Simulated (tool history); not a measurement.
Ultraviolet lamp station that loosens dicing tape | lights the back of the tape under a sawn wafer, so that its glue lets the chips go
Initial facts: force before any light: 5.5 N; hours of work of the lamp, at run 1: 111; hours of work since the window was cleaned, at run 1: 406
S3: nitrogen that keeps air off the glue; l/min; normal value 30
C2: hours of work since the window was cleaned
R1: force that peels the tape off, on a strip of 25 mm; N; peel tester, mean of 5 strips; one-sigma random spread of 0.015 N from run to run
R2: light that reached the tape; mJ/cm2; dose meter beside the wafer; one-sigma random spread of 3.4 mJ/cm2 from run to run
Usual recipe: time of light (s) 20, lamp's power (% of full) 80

Run 1, day 0.000: usual settings; hours of work of the lamp 111; C2 406. Result: R1 0.878 N, R2 489 mJ/cm2.
Run 2, day 1.825: usual settings but time of light (s) 18; hours of work of the lamp 141; C2 436. Result: R1 1.062 N, R2 426 mJ/cm2.
Run 3, day 4.729: usual settings but time of light (s) 31; hours of work of the lamp 189; C2 484. Result: R1 0.466 N, R2 711 mJ/cm2.
Run 4, day 6.938: usual settings but time of light (s) 31; hours of work of the lamp 225; C2 521. Result: R1 0.460 N, R2 690 mJ/cm2.
Run 5, day 8.700: usual settings but time of light (s) 31; hours of work of the lamp 254; C2 550. Result: R1 0.496 N, R2 674 mJ/cm2.
Run 6, day 11.958: usual settings but time of light (s) 31; hours of work of the lamp 308; C2 604. Result: R1 0.535 N, R2 649 mJ/cm2.
At day 12.788: window cleaned of glue's vapour.
Run 7, day 14.125: usual settings but time of light (s) 31; hours of work of the lamp 344; C2 22. Result: R1 0.593 N, R2 604 mJ/cm2.
Run 8, day 15.496: usual settings; hours of work of the lamp 366; C2 45. Result: R1 1.232 N, R2 385 mJ/cm2.
Run 9, day 16.912: usual settings; hours of work of the lamp 390; C2 68. Result: R1 1.268 N, R2 380 mJ/cm2.
Run 10, day 18.662: usual settings but S3 50 l/min; hours of work of the lamp 418; C2 97. Result: R1 1.141 N, R2 368 mJ/cm2.
Run 11, day 20.967: usual settings but lamp's power (% of full) 92, S3 50 l/min; hours of work of the lamp 456; C2 135. Result: R1 0.945 N, R2 412 mJ/cm2.
Run 12, day 23.921: usual settings but lamp's power (% of full) 92, S3 50 l/min; hours of work of the lamp 505; C2 184. Result: R1 1.054 N, R2 393 mJ/cm2.
Run 13, day 26.633: usual settings but lamp's power (% of full) 92, S3 50 l/min; hours of work of the lamp 550; C2 228. Result: R1 1.141 N, R2 372 mJ/cm2.
Run 14, day 28.212: usual settings but lamp's power (% of full) 68, S3 50 l/min; hours of work of the lamp 576; C2 254. Result: R1 1.722 N, R2 268 mJ/cm2.
At day 29.321: window cleaned of glue's vapour, once more.
Run 15, day 29.929: usual settings but lamp's power (% of full) 68, S3 50 l/min; hours of work of the lamp 604; C2 10. Result: R1 1.480 N, R2 307 mJ/cm2.
Run 16, day 32.604: usual settings but lamp's power (% of full) 68, S3 50 l/min; hours of work of the lamp 648; C2 54. Result: R1 1.564 N, R2 293 mJ/cm2.
Run 17, day 35.350: usual settings but lamp's power (% of full) 84; hours of work of the lamp 693; C2 99. Result: R1 1.480 N, R2 343 mJ/cm2.
Run 18, day 37.217: usual settings but lamp's power (% of full) 84; hours of work of the lamp 724; C2 130. Result: R1 1.569 N, R2 334 mJ/cm2.
At day 38.450: lamp changed.
Run 19, day 39.729: usual settings but lamp's power (% of full) 84; hours of work of the lamp 21; C2 171. Result: R1 0.690 N, R2 557 mJ/cm2.
Run 20, day 41.671: usual settings but S3 20 l/min; hours of work of the lamp 53; C2 203. Result: R1 0.918 N, R2 515 mJ/cm2.
Run 21, day 43.071: usual settings but S3 20 l/min; hours of work of the lamp 76; C2 226. Result: R1 0.962 N, R2 504 mJ/cm2.
Run 22, day 44.517: usual settings but S3 20 l/min; hours of work of the lamp 100; C2 250. Result: R1 0.986 N, R2 496 mJ/cm2.
Run 23, day 47.458: usual settings but S3 20 l/min; hours of work of the lamp 149; C2 299. Result: R1 1.050 N, R2 485 mJ/cm2.
Run 24, day 49.575: usual settings but time of light (s) 16, lamp's power (% of full) 96, S3 41 l/min; hours of work of the lamp 184; C2 333. Result: R1 0.871 N, R2 447 mJ/cm2.
Run 25, day 51.775: usual settings but time of light (s) 18, lamp's power (% of full) 81, S3 12 l/min; hours of work of the lamp 220; C2 370. Result: R1 1.502 N, R2 415 mJ/cm2.
Run 26, day 54.321: usual settings but time of light (s) 18, lamp's power (% of full) 81, S3 12 l/min; hours of work of the lamp 262; C2 412. Result: R1 1.595 N, R2 401 mJ/cm2.
Run 27, day 56.096: usual settings but time of light (s) 18, lamp's power (% of full) 81, S3 12 l/min; hours of work of the lamp 291; C2 441. Result: R1 1.625 N, R2 387 mJ/cm2.
Run 28, day 57.583: usual settings but time of light (s) 18, lamp's power (% of full) 81, S3 12 l/min; hours of work of the lamp 316; C2 466. Result: R1 1.697 N, R2 388 mJ/cm2.
Run 29, day 60.575: usual settings but time of light (s) 18, lamp's power (% of full) 81, S3 12 l/min; hours of work of the lamp 365; C2 515. Result: R1 1.770 N, R2 362 mJ/cm2.
Run 30, day 62.233: usual settings but time of light (s) 18, lamp's power (% of full) 81, S3 12 l/min; hours of work of the lamp 392; C2 542. Result: R1 1.825 N, R2 356 mJ/cm2.
Run 31, day 64.221: usual settings but time of light (s) 22, lamp's power (% of full) 94, S3 43 l/min; hours of work of the lamp 425; C2 575. Result: R1 0.743 N, R2 497 mJ/cm2.
Run 32, day 65.875: usual settings but time of light (s) 22, lamp's power (% of full) 94, S3 43 l/min; hours of work of the lamp 452; C2 602. Result: R1 0.785 N, R2 483 mJ/cm2.
At day 66.917: window cleaned of glue's vapour.
Run 33, day 69.092: usual settings but time of light (s) 22, lamp's power (% of full) 94, S3 43 l/min; hours of work of the lamp 505; C2 36. Result: R1 0.719 N, R2 504 mJ/cm2.
Run 34, day 71.017: usual settings but time of light (s) 30, lamp's power (% of full) 64, S3 26 l/min; hours of work of the lamp 537; C2 68. Result: R1 1.024 N, R2 451 mJ/cm2.
Run 35, day 72.350: usual settings but time of light (s) 13, lamp's power (% of full) 72, S3 50 l/min; hours of work of the lamp 559; C2 90. Result: R1 2.203 N, R2 213 mJ/cm2.
Run 36, day 74.612: usual settings but time of light (s) 12, lamp's power (% of full) 75, S3 18 l/min; hours of work of the lamp 596; C2 127. Result: R1 2.758 N, R2 201 mJ/cm2.
Run 37, day 76.554: usual settings but time of light (s) 16, lamp's power (% of full) 85, S3 14 l/min; hours of work of the lamp 628; C2 159. Result: R1 2.103 N, R2 290 mJ/cm2.
Run 38, day 78.571: usual settings but time of light (s) 22, S3 36 l/min; hours of work of the lamp 661; C2 192. Result: R1 1.276 N, R2 366 mJ/cm2.
Run 39, day 81.617: usual settings but time of light (s) 22, S3 36 l/min; hours of work of the lamp 712; C2 242. Result: R1 1.371 N, R2 344 mJ/cm2.
Run 40, day 83.158: usual settings but time of light (s) 22, S3 33 l/min; hours of work of the lamp 737; C2 268. Result: R1 1.516 N, R2 336 mJ/cm2.
At day 83.612: lamp changed.
Run 41, day 84.983: usual settings but time of light (s) 37, S3 12 l/min; hours of work of the lamp 23; C2 297. Result: R1 0.387 N, R2 962 mJ/cm2.
Run 42, day 87.421: usual settings but time of light (s) 29, lamp's power (% of full) 62; hours of work of the lamp 63; C2 338. Result: R1 0.675 N, R2 574 mJ/cm2.
Run 43, day 89.683: usual settings but time of light (s) 17, lamp's power (% of full) 98, S3 14 l/min; hours of work of the lamp 100; C2 375. Result: R1 1.084 N, R2 511 mJ/cm2.

Describe how what the log doesn't record of the tool's condition differs between the last listed run preceding each entry between runs and the first listed run following it.
Run 6 -> run 7: window cleaned of glue's vapour (day 12.788)
  lamp's light, % of a new lamp's: 82 -> 80; light that the window lets through, % of a clean one's: 90.8 -> 88.4
  difference, measured minus the result without the unlogged condition, R1: +0.222 -> +0.281 N; R2: -222 -> -252 mJ/cm2
Run 14 -> run 15: window cleaned of glue's vapour, once more (day 29.321)
  lamp's light, % of a new lamp's: 66.5 -> 64.7; light that the window lets through, % of a clean one's: 85.4 -> 98.7
  difference, measured minus the result without the unlogged condition, R1: +0.951 -> +0.716 N; R2: -205 -> -172 mJ/cm2
Run 18 -> run 19: lamp changed (day 38.450)
  lamp's light, % of a new lamp's: 57.8 -> 98.1; light that the window lets through, % of a clean one's: 97.2 -> 96.6
  difference, measured minus the result without the unlogged condition, R1: +0.915 -> +0.064 N; R2: -257 -> -31 mJ/cm2
Run 32 -> run 33: window cleaned of glue's vapour (day 66.917)
  lamp's light, % of a new lamp's: 73.4 -> 70.4; light that the window lets through, % of a clean one's: 91.2 -> 98.8
  difference, measured minus the result without the unlogged condition, R1: +0.407 -> +0.352 N; R2: -240 -> -219 mJ/cm2
Run 40 -> run 41: lamp changed (day 83.612)
  lamp's light, % of a new lamp's: 56.7 -> 97.6; light that the window lets through, % of a clean one's: 95.8 -> 95.5
  difference, measured minus the result without the unlogged condition, R1: +0.935 -> +0.046 N; R2: -282 -> -70 mJ/cm2

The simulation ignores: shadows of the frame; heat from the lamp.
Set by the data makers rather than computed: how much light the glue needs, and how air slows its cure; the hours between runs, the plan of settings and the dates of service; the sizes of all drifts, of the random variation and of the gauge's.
